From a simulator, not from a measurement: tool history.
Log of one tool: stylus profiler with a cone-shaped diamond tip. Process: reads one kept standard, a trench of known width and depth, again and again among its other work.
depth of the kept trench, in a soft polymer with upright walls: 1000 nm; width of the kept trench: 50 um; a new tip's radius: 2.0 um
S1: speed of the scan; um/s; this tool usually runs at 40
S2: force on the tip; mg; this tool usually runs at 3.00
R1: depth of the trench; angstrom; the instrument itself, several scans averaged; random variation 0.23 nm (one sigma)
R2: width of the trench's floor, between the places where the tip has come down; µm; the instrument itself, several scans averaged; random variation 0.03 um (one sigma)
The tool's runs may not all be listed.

run	hour	S1	S2	R1	R2
1	0.0	40	3.00	10142.0	46.35
2	65.0	40	6.86	10242.3	46.33
3	172.1	83	3.00	10139.7	46.17
4	259.5	40	1.02	10064.1	46.20
5	318.6	40	4.33	10171.4	46.21
6	441.6	108	3.00	10137.3	45.96
7	521.6	40	3.82	10161.2	46.13
8	608.4	40	3.82	10159.7	46.15
9	722.3	40	3.00	10134.8	46.06
# hour 732.5: height scale calibrated on a step standard
10	787.3	40	3.00	10130.0	46.06
11	900.1	40	3.00	10130.3	46.02
12	960.7	40	3.00	10125.4	46.01
# hour 990.3: height scale calibrated on a step standard, once more
13	1022.4	40	3.00	10133.5	45.96
14	1128.8	135	1.28	10075.6	45.46
15	1203.0	74	8.39	10267.1	45.89
16	1281.6	74	8.39	10266.7	45.79
17	1378.4	74	1.86	10095.2	45.68
18	1504.1	74	1.86	10093.0	45.60
19	1596.6	74	1.86	10089.8	45.61
20	1684.4	21	1.11	10066.8	45.78
21	1794.2	46	2.34	10106.6	45.63
22	1907.4	102	2.20	10103.8	45.48
23	1969.4	102	2.20	10101.7	45.44
24	2039.3	25	2.80	10113.8	45.66

Branching from run 24: 5 alternative next runs. What would each branch give?
A	2107.7	109	1.30	?	?
B	2107.7	71	2.88	?	?
C	2107.7	23	1.22	?	?
D	2107.7	25	4.56	?	?
E	2107.7	69	1.34	?	?

run	R1	R2
A	10067.9	45.27
B	10122.1	45.53
C	10060.0	45.66
D	10171.5	45.63
E	10067.8	45.41
Without the tool's unlogged condition, the same runs would have read:
run	R1	R2
A	10078.7	46.09
B	10132.9	46.36
C	10070.8	46.48
D	10182.4	46.46
E	10078.5	46.24

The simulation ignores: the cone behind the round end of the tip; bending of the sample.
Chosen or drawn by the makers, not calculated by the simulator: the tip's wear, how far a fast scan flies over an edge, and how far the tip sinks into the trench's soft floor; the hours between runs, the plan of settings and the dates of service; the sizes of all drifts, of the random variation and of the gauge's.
